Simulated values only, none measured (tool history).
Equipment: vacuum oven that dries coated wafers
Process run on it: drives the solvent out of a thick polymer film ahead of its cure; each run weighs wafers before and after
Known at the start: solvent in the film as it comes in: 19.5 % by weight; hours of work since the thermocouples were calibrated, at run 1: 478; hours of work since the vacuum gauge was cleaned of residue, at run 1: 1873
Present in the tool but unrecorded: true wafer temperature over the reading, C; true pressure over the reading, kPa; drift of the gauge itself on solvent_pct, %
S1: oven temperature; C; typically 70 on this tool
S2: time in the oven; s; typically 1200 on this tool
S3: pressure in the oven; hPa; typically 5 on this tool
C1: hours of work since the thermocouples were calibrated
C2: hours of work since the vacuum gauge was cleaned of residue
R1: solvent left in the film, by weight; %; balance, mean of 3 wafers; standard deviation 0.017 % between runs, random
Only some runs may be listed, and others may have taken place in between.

run,day,S1,S2,S3,C1,C2,R1
1,0,70,1200,5,478,1873,1.04
2,3.546,70,1200,5,532,1927,1.04
3,7.783,70,1200,5,597,1992,1.09
4,11.925,70,1200,5,660,2055,1.07
5,16.483,70,1200,5,729,2124,1.08
6,21.254,70,1200,5,801,2197,1.1
7,25.767,70,1200,5,870,2265,1.13
8,29.454,70,1200,5,926,2321,1.14
9,33.821,70,1200,5,993,2388,1.13
10,38.021,70,1200,5,1056,2451,1.18
11,40.558,70,1200,5,1095,2490,1.14
12,44.217,70,1200,5,1151,2546,1.18
13,48.808,70,1200,5,1220,2615,1.18
14,53.367,70,1200,5,1290,2685,1.24
# day 56.317: vacuum gauge cleaned of residue and calibrated
15,56.958,70,1200,5,1343,10,1.08
# day 57.692: oven's thermocouples calibrated
16,61.221,70,1740,5,54,73,0.42
17,66.104,70,1740,5,128,148,0.4
18,70.596,72,1200,5,196,216,0.76
19,73.412,70,1200,2.99,239,259,0.85
20,75.821,70,1200,2.99,276,295,0.9
21,80.4,70,1200,3,345,365,0.92
22,83.746,70,1200,3,396,416,0.92
23,86.633,70,1140,3,440,460,1.04
24,88.996,70,1200,5,476,496,0.97
25,91.508,70,1200,5,514,534,0.98
26,94.117,56,1200,10.86,554,574,4.16
27,98.992,65,1740,10.86,628,648,1.15
28,103.692,60,1740,10.86,699,719,1.85
29,108.521,60,1740,3.54,773,792,1.36
30,111.446,60,1740,3.54,817,837,1.4
31,116.162,78,1680,7.45,889,909,0.32
32,118.158,71,1080,6.95,919,939,1.28
33,122.096,70,1200,7.68,979,999,1.23
34,124.2,70,1200,7.68,1011,1031,1.18
35,128.758,70,1560,3.58,1081,1100,0.58
36,131,70,1560,3.58,1115,1134,0.57
37,133.079,70,720,4.21,1146,1166,2.97
38,137.071,61,780,11.8,1207,1227,5.33
39,140.488,75,1560,3.16,1259,1279,0.29
40,143.333,75,1320,3.16,1302,1322,0.45
41,146.038,60,780,5.2,1343,1363,5.31
# day 146.825: oven's thermocouples calibrated
42,148.454,60,780,5.2,25,1398,4.87
43,150.475,60,780,5.2,55,1429,4.95
44,154.042,58,1440,4.03,110,1483,2.38
45,156.629,58,1440,4.03,149,1523,2.36
46,160.846,75,1740,4.03,213,1587,0.27
47,163.196,74,660,3.1,249,1623,2.21

3 options for the next run, each taken on its own from the tool as it stands now. Forecast them:
A,166.429,58,840,6.18,298,1672,?
B,166.429,74,720,3.1,298,1672,?
C,166.429,81,660,9.16,298,1672,?

run,R1
A,5.2
B,1.92
C,1.3
With no hidden state in the tool, these same runs would have given:
run,R1
A,4.93
B,1.76
C,1.18

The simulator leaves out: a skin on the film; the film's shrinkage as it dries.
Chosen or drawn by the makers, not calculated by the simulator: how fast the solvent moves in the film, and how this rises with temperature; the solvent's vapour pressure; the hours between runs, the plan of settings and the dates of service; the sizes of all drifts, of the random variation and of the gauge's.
